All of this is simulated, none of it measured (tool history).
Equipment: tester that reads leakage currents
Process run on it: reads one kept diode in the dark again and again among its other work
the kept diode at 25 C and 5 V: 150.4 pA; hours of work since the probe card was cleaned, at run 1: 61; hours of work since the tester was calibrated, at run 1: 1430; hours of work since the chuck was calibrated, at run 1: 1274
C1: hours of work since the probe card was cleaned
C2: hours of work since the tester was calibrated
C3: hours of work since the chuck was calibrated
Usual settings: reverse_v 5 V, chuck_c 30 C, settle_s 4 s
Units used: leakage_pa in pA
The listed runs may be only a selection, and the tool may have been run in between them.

run 1 hour=0 | reverse_v=5 chuck_c=30 settle_s=4 | C1=61 C2=1430 C3=1274 | leakage_pa=214.89
run 2 hour=130.3 | reverse_v=5 chuck_c=30 settle_s=4 | C1=157 C2=1526 C3=1370 | leakage_pa=214.92
run 3 hour=232.4 | reverse_v=5 chuck_c=30 settle_s=4 | C1=232 C2=1601 C3=1446 | leakage_pa=215.26
run 4 hour=371 | reverse_v=9.07 chuck_c=30 settle_s=4 | C1=335 C2=1703 C3=1548 | leakage_pa=275.43
run 5 hour=487.6 | reverse_v=9.07 chuck_c=30 settle_s=4 | C1=421 C2=1789 C3=1634 | leakage_pa=274.75
run 6 hour=614.6 | reverse_v=5 chuck_c=30 settle_s=4 | C1=514 C2=1883 C3=1728 | leakage_pa=213.87
run 7 hour=682.8 | reverse_v=5 chuck_c=41 settle_s=4 | C1=565 C2=1933 C3=1778 | leakage_pa=501.98
run 8 hour=757.7 | reverse_v=5 chuck_c=41 settle_s=4 | C1=620 C2=1989 C3=1833 | leakage_pa=498.56
run 9 hour=860.6 | reverse_v=5 chuck_c=41 settle_s=4 | C1=696 C2=2064 C3=1909 | leakage_pa=497
run 10 hour=968.2 | reverse_v=5 chuck_c=41 settle_s=4 | C1=775 C2=2144 C3=1988 | leakage_pa=499.13
run 11 hour=1115.9 | reverse_v=5 chuck_c=29 settle_s=4 | C1=884 C2=2253 C3=2097 | leakage_pa=196.82
run 12 hour=1244.5 | reverse_v=5 chuck_c=30 settle_s=4 | C1=979 C2=2348 C3=2192 | leakage_pa=211.89
run 13 hour=1365.3 | reverse_v=5 chuck_c=30 settle_s=4 | C1=1068 C2=2437 C3=2281 | leakage_pa=212.28
-- hour=1373.5 tester calibrated
-- hour=1375.5 chuck's temperature calibrated
run 14 hour=1448.2 | reverse_v=5 chuck_c=30 settle_s=4 | C1=1126 C2=54 C3=54 | leakage_pa=234.29
run 15 hour=1516.9 | reverse_v=1.62 chuck_c=31 settle_s=4 | C1=1177 C2=104 C3=104 | leakage_pa=157.89
run 16 hour=1611.2 | reverse_v=1.62 chuck_c=31 settle_s=4 | C1=1247 C2=174 C3=174 | leakage_pa=157.18
run 17 hour=1716.1 | reverse_v=6.35 chuck_c=26 settle_s=3.93 | C1=1324 C2=251 C3=251 | leakage_pa=189.46
run 18 hour=1781.7 | reverse_v=6.35 chuck_c=28 settle_s=3.93 | C1=1372 C2=300 C3=300 | leakage_pa=221.4
run 19 hour=1861.9 | reverse_v=5.45 chuck_c=39 settle_s=0.66 | C1=1432 C2=359 C3=359 | leakage_pa=481.57
-- hour=1900.8 probe card cleaned and baked
-- hour=1913.3 tester calibrated, once more
run 20 hour=1978.9 | reverse_v=1.9 chuck_c=48 settle_s=1.02 | C1=56 C2=48 C3=441 | leakage_pa=585.3
run 21 hour=2091 | reverse_v=1.12 chuck_c=30 settle_s=1.96 | C1=139 C2=131 C3=524 | leakage_pa=120.26
run 22 hour=2233.7 | reverse_v=5 chuck_c=38 settle_s=4 | C1=244 C2=236 C3=629 | leakage_pa=413.42
run 23 hour=2314.8 | reverse_v=17.64 chuck_c=38 settle_s=6.43 | C1=304 C2=296 C3=689 | leakage_pa=693.56
run 24 hour=2378.4 | reverse_v=17.64 chuck_c=38 settle_s=6.43 | C1=351 C2=343 C3=736 | leakage_pa=697.33
run 25 hour=2445.7 | reverse_v=17.64 chuck_c=38 settle_s=6.43 | C1=400 C2=393 C3=786 | leakage_pa=692.57
run 26 hour=2575.4 | reverse_v=4.25 chuck_c=30 settle_s=0.51 | C1=496 C2=488 C3=881 | leakage_pa=207.99
run 27 hour=2694.2 | reverse_v=17.72 chuck_c=22 settle_s=0.57 | C1=584 C2=576 C3=969 | leakage_pa=206.49

What if the next run were any one of these 3? Each begins from the tool's condition after run 27:
run A hour=2790.4 | reverse_v=1.03 chuck_c=40 settle_s=2.26 | C1=655 C2=647 C3=1040 | leakage_pa=?
run B hour=2790.4 | reverse_v=17.47 chuck_c=39 settle_s=0.57 | C1=655 C2=647 C3=1040 | leakage_pa=?
run C hour=2790.4 | reverse_v=4.83 chuck_c=22 settle_s=0.57 | C1=655 C2=647 C3=1040 | leakage_pa=?

run=A leakage_pa=247.77
run=B leakage_pa=749.52
run=C leakage_pa=114.75
With no hidden state in the tool, these same runs would have given:
run=A leakage_pa=259.79
run=B leakage_pa=774.36
run=C leakage_pa=117.53

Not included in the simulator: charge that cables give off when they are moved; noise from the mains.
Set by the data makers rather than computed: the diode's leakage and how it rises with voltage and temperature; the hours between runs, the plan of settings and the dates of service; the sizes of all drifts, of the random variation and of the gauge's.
